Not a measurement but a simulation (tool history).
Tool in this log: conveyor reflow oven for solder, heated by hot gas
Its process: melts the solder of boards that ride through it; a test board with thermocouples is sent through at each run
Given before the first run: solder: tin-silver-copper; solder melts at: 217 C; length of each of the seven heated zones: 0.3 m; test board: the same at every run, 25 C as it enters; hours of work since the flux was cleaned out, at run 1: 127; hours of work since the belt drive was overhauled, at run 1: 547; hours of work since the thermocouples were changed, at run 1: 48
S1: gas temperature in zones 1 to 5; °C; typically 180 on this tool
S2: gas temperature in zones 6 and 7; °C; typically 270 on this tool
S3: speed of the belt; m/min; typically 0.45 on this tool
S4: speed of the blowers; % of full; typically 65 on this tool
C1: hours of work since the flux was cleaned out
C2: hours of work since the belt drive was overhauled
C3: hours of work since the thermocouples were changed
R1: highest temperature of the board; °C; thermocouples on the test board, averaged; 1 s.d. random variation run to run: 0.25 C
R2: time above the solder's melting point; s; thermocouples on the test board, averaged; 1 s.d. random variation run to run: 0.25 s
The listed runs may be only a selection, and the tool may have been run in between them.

Run 1, hour 0: usual settings; C1 127; C2 547; C3 48. Result: R1 250.1 °C, R2 59.7 s.
Run 2, hour 42.3: usual settings but S3 0.438 m/min; C1 146; C2 566; C3 67. Result: R1 251.7 °C, R2 62.5 s.
Run 3, hour 65.3: usual settings but S3 0.438 m/min; C1 156; C2 576; C3 77. Result: R1 251.6 °C, R2 62.2 s.
Run 4, hour 95.4: usual settings but S3 0.438 m/min; C1 170; C2 590; C3 91. Result: R1 251.4 °C, R2 62.3 s.
Run 5, hour 136: usual settings but S3 0.438 m/min; C1 188; C2 608; C3 109. Result: R1 251.6 °C, R2 62.6 s.
Run 6, hour 183.1: usual settings; C1 209; C2 629; C3 130. Result: R1 250.4 °C, R2 59.7 s.
Run 7, hour 225.9: usual settings; C1 228; C2 648; C3 149. Result: R1 250.3 °C, R2 59.6 s.
Run 8, hour 270.8: usual settings; C1 248; C2 668; C3 169. Result: R1 250 °C, R2 59.5 s.
Run 9, hour 300.6: usual settings but S4 85 % of full; C1 262; C2 682; C3 183. Result: R1 255 °C, R2 64.2 s.
Run 10, hour 337.7: usual settings; C1 278; C2 698; C3 199. Result: R1 250.5 °C, R2 59.4 s.
Run 11, hour 389.1: usual settings; C1 301; C2 721; C3 222. Result: R1 250.2 °C, R2 59.6 s.
Run 12, hour 424.1: usual settings; C1 317; C2 737; C3 238. Result: R1 250.2 °C, R2 59.1 s.
Run 13, hour 468.5: usual settings; C1 337; C2 757; C3 258. Result: R1 250 °C, R2 59.6 s.
At hour 476.9: flux residue cleaned out of gas plates and filters.
Run 14, hour 510.6: usual settings; C1 15; C2 774; C3 274. Result: R1 250.7 °C, R2 60.5 s.
Run 15, hour 537: usual settings; C1 27; C2 785; C3 286. Result: R1 251.1 °C, R2 60.7 s.
Run 16, hour 581.5: usual settings; C1 47; C2 805; C3 306. Result: R1 250.9 °C, R2 60.9 s.
Run 17, hour 609.4: usual settings but S1 167 °C, S2 281 °C, S3 0.427 m/min; C1 59; C2 818; C3 319. Result: R1 260 °C, R2 65.5 s.

Run 18 comes next. What will it give?
Run 18, hour 652: usual settings but S1 175 °C, S2 273 °C, S3 0.428 m/min, S4 71 % of full; C1 79; C2 837; C3 338. Result: R1 ?, R2 ?.

{"run 18": {"R1": 255.6, "R2": 66.4}}
With no hidden state in the tool, this same run would have given R1 254.8 °C, R2 65 s.
